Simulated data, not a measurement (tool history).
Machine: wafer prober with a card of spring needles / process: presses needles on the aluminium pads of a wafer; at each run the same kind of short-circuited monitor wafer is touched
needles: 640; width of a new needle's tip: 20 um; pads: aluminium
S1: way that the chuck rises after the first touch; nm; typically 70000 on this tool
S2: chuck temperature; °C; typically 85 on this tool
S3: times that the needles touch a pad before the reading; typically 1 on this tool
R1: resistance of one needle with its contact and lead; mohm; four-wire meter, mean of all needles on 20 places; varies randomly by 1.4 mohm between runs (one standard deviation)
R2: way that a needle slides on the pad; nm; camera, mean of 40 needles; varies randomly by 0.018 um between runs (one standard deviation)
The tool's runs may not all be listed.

run     day     S1  S2  S3   R1     R2
  1   0.000  70000  85   1  180   8600
  2   0.300  70000  85   1  228   8610
      0.508  -- tips cleaned on abrasive film
  3   0.550  70000  85   1  289   8550
  4   0.933  70000  85   1  260   8570
      1.175  -- tips cleaned on abrasive film
  5   1.212  70000  85   1  145   8570
  6   1.492  70000  85   1  211   8550
  7   1.750  70000  85   1  230   8570
      1.838  -- tips cleaned on abrasive film
      1.929  -- tips cleaned on abrasive film, once more
  8   2.150  70000  85   1  193   8540
  9   2.579  70000  85   1  244   8530
      2.612  -- tips cleaned on abrasive film
 10   2.762  90000  85   1  154  11020
 11   2.988  70000  85   1  217   8510
      3.229  -- height of the first contact set anew
 12   3.246  70000  85   1  233   8740
      3.296  -- tips cleaned on abrasive film
 13   3.488  76000  85   1  177   9470
 14   3.679  76000  85   1  202   9520
 15   3.908  76000  85   1  219   9470
      3.971  -- tips cleaned on abrasive film
 16   4.329  76000  85   1  201   9490
 17   4.512  76000  85   1  210   9460
      4.646  -- tips cleaned on abrasive film
 18   4.817  70000  85   1  184   8690
 19   5.025  70000  85   1  216   8700
      5.308  -- tips cleaned on abrasive film
 20   5.404  70000  85   1  167   8680
 21   5.617  87000  85   1  180  10810
 22   5.921  70000  85   2  192   8710
      5.988  -- tips cleaned on abrasive film
 23   6.267  70000  85   2  173   8700
 24   6.496  70000  85   2  186   8680
      6.667  -- tips cleaned on abrasive film
 25   6.725  64000  85   1  167   7930
 26   7.146  73000  39   2  180   9040
      7.333  -- tips cleaned on abrasive film
 27   7.371  73000  39   2  132   9030
 28   7.725  60000  39   2  202   7440
      8.012  -- tips cleaned on abrasive film
 29   8.062  60000  39   2  141   7410
 30   8.408  60000  39   2  201   7400
      8.675  -- tips cleaned on abrasive film
 31   8.675  60000  39   2  133   7390
 32   9.029  70000  36   2  177   8650
      9.338  -- tips cleaned on abrasive film
 33   9.450  69000  42   2  150   8510
 34   9.821  69000  42   2  188   8480
     10.000  -- tips cleaned on abrasive film
 35  10.167  56000  47   1  224   6880

Predict each of these 3 candidate next runs independently; none follows another, all start after run 35:
  A  10.592  88000  26   1   ?   ?
  B  10.592  70000  85   2   ?   ?
  C  10.592  56000  68   1   ?   ?

run   R1     R2
  A  190  10870
  B  194   8590
  C  300   6860
What these runs would have given with no unlogged condition in the tool:
run   R1     R2
  A  111  11000
  B  125   8720
  C  124   6990

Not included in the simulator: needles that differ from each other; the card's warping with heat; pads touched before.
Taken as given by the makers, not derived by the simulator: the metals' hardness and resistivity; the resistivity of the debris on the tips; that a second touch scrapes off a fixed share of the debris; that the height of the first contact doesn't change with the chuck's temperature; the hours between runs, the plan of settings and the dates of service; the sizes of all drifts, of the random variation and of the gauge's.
